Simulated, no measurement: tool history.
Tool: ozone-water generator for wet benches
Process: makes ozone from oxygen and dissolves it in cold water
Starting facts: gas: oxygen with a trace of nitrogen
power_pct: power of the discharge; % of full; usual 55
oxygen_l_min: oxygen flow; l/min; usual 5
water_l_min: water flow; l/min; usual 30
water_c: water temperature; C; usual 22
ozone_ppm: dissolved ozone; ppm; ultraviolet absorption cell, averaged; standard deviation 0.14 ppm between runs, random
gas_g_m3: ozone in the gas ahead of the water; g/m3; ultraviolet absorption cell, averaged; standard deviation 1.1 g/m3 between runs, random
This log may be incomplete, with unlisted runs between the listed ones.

run    hour  power_pct  oxygen_l_min  water_l_min  water_c  ozone_ppm  gas_g_m3
  1       0         55             5           30       22       15.8     184.7
  2    72.3         55             5           30       22       15.6     185.5
  3   134.1         55          3.75           30       22       14.4     204.8
  4   210.7         55          3.75           30       22       14.4     205.9
  5   252.6         55             5           21       22       20.3     185.4
  6   306.4         55             5           21       22       20.3     184.6
  7   345.9         55             5           21       22       20.3     184.7
  8   405.3         55             5           30       17       16.7     184.2
  9   480.9         55             5           30       17       16.7     184.7
 10   523.2         55             5           30       22       15.6     182.9
 11   582.9         55             5           41       22       12.2     184.2
 12   663.4         43           5.5           32       14       13.5     142.8
 13   711.3         43           5.5           32       14       13.6     145.1
 14   765.1         55          2.54           27       19       13.9     232.9
 15   835.9         55          2.54           27       19         14       232
 16   873.3         55          2.54           32       16       12.4     233.3
 17   933.3         66             5           20       22       24.4     212.3
 18  1006.8         66             5           20       20       24.9     211.9
 19  1059.5         67          2.87           30       22       15.1     264.4
 20  1102.7         55          5.74           30       15       17.5     174.7

5 options for the next run, each taken on its own from the tool as it stands now. Forecast them:
  A  1136         87          5.74           32       28          ?         ?
  B  1136         49          5.74           26       15          ?         ?
  C  1136         49             5           30       20          ?         ?
  D  1136         55             5           30       25          ?         ?
  E  1136         55          5.74           30       16          ?         ?

run  ozone_ppm  gas_g_m3
  A       20.6     253.6
  B       17.7       158
  C       14.4     164.5
  D       14.9     180.5
  E       17.1     172.7
Without the tool's hidden state the same runs would have given:
run  ozone_ppm  gas_g_m3
  A       22.4     269.6
  B       18.8     163.7
  C       15.3     170.5
  D       15.9       188
  E       18.2       180
